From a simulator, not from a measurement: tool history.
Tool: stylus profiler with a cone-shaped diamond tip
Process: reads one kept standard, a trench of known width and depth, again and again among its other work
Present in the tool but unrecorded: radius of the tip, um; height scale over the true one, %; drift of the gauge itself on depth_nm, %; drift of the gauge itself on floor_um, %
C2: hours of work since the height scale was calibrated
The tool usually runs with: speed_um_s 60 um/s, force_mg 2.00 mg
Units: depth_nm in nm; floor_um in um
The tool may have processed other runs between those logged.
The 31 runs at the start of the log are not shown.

Run 32, day 82.588: usual settings but speed_um_s 86 um/s, force_mg 1.70 mg; scans with this tip 2275; C2 277. Result: depth_nm 201.69 nm, floor_um 27.45 um.
Run 33, day 85.683: usual settings but speed_um_s 86 um/s, force_mg 1.70 mg; scans with this tip 2741; C2 334. Result: depth_nm 201.68 nm, floor_um 27.46 um.
Run 34, day 89.521: usual settings but speed_um_s 156 um/s, force_mg 0.76 mg; scans with this tip 3318; C2 404. Result: depth_nm 200.87 nm, floor_um 26.61 um.
Run 35, day 92.733: usual settings but speed_um_s 156 um/s, force_mg 0.76 mg; scans with this tip 3801; C2 462. Result: depth_nm 200.88 nm, floor_um 26.61 um.
Run 36, day 96.217: usual settings but speed_um_s 240 um/s, force_mg 3.65 mg; scans with this tip 4324; C2 526. Result: depth_nm 202.75 nm, floor_um 26.89 um.
Run 37, day 98.029: usual settings but speed_um_s 71 um/s, force_mg 3.65 mg; scans with this tip 4597; C2 559. Result: depth_nm 202.58 nm, floor_um 27.47 um.
Run 38, day 101.629: usual settings but speed_um_s 71 um/s, force_mg 3.65 mg; scans with this tip 5138; C2 625. Result: depth_nm 202.88 nm, floor_um 27.48 um.
Run 39, day 103.817: usual settings but speed_um_s 108 um/s, force_mg 1.31 mg; scans with this tip 5467; C2 665. Result: depth_nm 201.03 nm, floor_um 26.99 um.
Run 40, day 106.158: usual settings but speed_um_s 44 um/s, force_mg 0.75 mg; scans with this tip 5819; C2 708. Result: depth_nm 200.62 nm, floor_um 27.27 um.
Run 41, day 107.983: usual settings but speed_um_s 204 um/s; scans with this tip 6093; C2 741. Result: depth_nm 201.60 nm, floor_um 26.59 um.
Run 42, day 110.862: usual settings but speed_um_s 24 um/s, force_mg 2.15 mg; scans with this tip 6526; C2 794. Result: depth_nm 201.70 nm, floor_um 27.44 um.
Run 43, day 113.746: usual settings but speed_um_s 24 um/s, force_mg 2.15 mg; scans with this tip 6959; C2 847. Result: depth_nm 201.60 nm, floor_um 27.41 um.
Run 44, day 115.933: usual settings but speed_um_s 202 um/s, force_mg 0.67 mg; scans with this tip 7288; C2 887. Result: depth_nm 200.40 nm, floor_um 25.86 um.
Run 45, day 117.775: usual settings but speed_um_s 202 um/s, force_mg 0.67 mg; scans with this tip 7565; C2 920. Result: depth_nm 200.46 nm, floor_um 25.81 um.
Run 46, day 120.400: usual settings but speed_um_s 202 um/s, force_mg 0.67 mg; scans with this tip 7959; C2 968. Result: depth_nm 200.42 nm, floor_um 25.77 um.

Branching from run 46: 4 alternative next runs. What would each branch give?
Run A, day 123.350: usual settings but speed_um_s 112 um/s, force_mg 5.06 mg; scans with this tip 8403; C2 1022. Result: depth_nm ?, floor_um ?.
Run B, day 123.350: usual settings but force_mg 1.98 mg; scans with this tip 8403; C2 1022. Result: depth_nm ?, floor_um ?.
Run C, day 123.350: usual settings but speed_um_s 40 um/s, force_mg 0.69 mg; scans with this tip 8403; C2 1022. Result: depth_nm ?, floor_um ?.
Run D, day 123.350: usual settings but speed_um_s 202 um/s, force_mg 1.33 mg; scans with this tip 8403; C2 1022. Result: depth_nm ?, floor_um ?.

run  depth_nm  floor_um
  A    203.32     27.01
  B    201.36     27.08
  C    200.38     27.04
  D    200.85     26.17
Stripped of hidden state, with their random variation kept, the same runs would have yielded:
run  depth_nm  floor_um
  A    203.97     27.89
  B    202.01     27.96
  C    201.03     27.91
  D    201.49     27.05
